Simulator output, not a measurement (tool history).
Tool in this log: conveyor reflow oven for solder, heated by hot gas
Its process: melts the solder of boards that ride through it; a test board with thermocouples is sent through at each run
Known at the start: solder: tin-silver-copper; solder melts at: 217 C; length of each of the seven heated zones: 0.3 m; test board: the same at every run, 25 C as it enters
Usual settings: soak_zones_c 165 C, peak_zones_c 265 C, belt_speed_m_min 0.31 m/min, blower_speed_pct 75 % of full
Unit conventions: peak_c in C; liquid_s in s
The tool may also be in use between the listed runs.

| run | day | soak_zones_c | peak_zones_c | belt_speed_m_min | blower_speed_pct | peak_c | liquid_s |
|---|---|---|---|---|---|---|---|
| 1 | 0 | 165 | 265 | 0.31 | 75 | 253.6 | 87.9 |
| 2 | 0.346 | 165 | 265 | 0.31 | 75 | 253.9 | 86.4 |
| 3 | 0.571 | 165 | 265 | 0.31 | 75 | 254.1 | 86.5 |
| 4 | 0.896 | 165 | 270 | 0.31 | 75 | 258.7 | 90.9 |
| 5 | 1.133 | 165 | 270 | 0.31 | 75 | 259.2 | 91.2 |
| 6 | 1.508 | 173 | 265 | 0.31 | 75 | 254.8 | 92.6 |
| 7 | 1.821 | 165 | 265 | 0.31 | 87 | 255.8 | 89.6 |
| 8 | 2.317 | 179 | 265 | 0.31 | 75 | 255.4 | 96.5 |
| 9 | 2.742 | 179 | 263 | 0.31 | 75 | 253.5 | 94.3 |
| 10 | 3.05 | 165 | 265 | 0.31 | 53 | 249.5 | 79.7 |
| 11 | 3.404 | 165 | 265 | 0.31 | 53 | 249 | 79.5 |
| 12 | 3.729 | 165 | 265 | 0.31 | 53 | 249.6 | 79.4 |
| 13 | 4.167 | 165 | 265 | 0.31 | 75 | 254.2 | 86.4 |
| 14 | 4.421 | 165 | 265 | 0.31 | 75 | 253.6 | 87 |
| 15 | 4.775 | 165 | 265 | 0.31 | 75 | 253.6 | 87.1 |
| 16 | 5.279 | 165 | 265 | 0.31 | 75 | 253.7 | 86.7 |
| 17 | 5.612 | 155 | 265 | 0.294 | 75 | 254 | 87.5 |
| 18 | 6.092 | 155 | 265 | 0.294 | 75 | 254.2 | 87.5 |
| 19 | 6.525 | 155 | 265 | 0.309 | 79 | 253.8 | 82.1 |
| 20 | 6.838 | 171 | 277 | 0.365 | 75 | 260 | 79.8 |
| 21 | 7.179 | 176 | 270 | 0.298 | 63 | 258.6 | 100.4 |
| 22 | 7.554 | 176 | 270 | 0.298 | 63 | 259.4 | 100.5 |
| 23 | 7.812 | 165 | 276 | 0.31 | 75 | 263.9 | 95.8 |
| 24 | 8.067 | 165 | 268 | 0.362 | 78 | 252.3 | 71.6 |
| 25 | 8.779 | 165 | 278 | 0.31 | 71 | 266.9 | 98.9 |
| 26 | 9.042 | 165 | 265 | 0.306 | 71 | 254.7 | 90.4 |
| 27 | 9.433 | 165 | 269 | 0.31 | 75 | 258.6 | 92.6 |
| 28 | 9.812 | 176 | 261 | 0.328 | 81 | 252.1 | 87 |
| 29 | 10.225 | 165 | 254 | 0.363 | 89 | 243.4 | 63.2 |
| 30 | 10.692 | 165 | 253 | 0.316 | 75 | 243.7 | 74.3 |
| 31 | 11.15 | 165 | 253 | 0.316 | 75 | 243.3 | 75.1 |
| 32 | 11.662 | 165 | 276 | 0.258 | 75 | 270 | 123 |

Removed from this log: 1 entry logged between the listed runs. Between which two listed runs does each belong, and how does the tool's hidden state at the listed run before it compare with that at the listed run after it?
After run 24, before run 25: flux residue cleaned out of gas plates and filters (day 8.467)
  heat that the gas passes to the board, % of a clean oven's: 90.7 -> 99.7; belt's true speed, % of the reading: 99.18 -> 99.16; true gas temperature in zones 6 and 7 over the reading, C: 1.2 -> 1.22
  measured result minus the result with no hidden state, peak_c: -0.9 -> +1.4 C; liquid_s: -1.1 -> +1.9 s
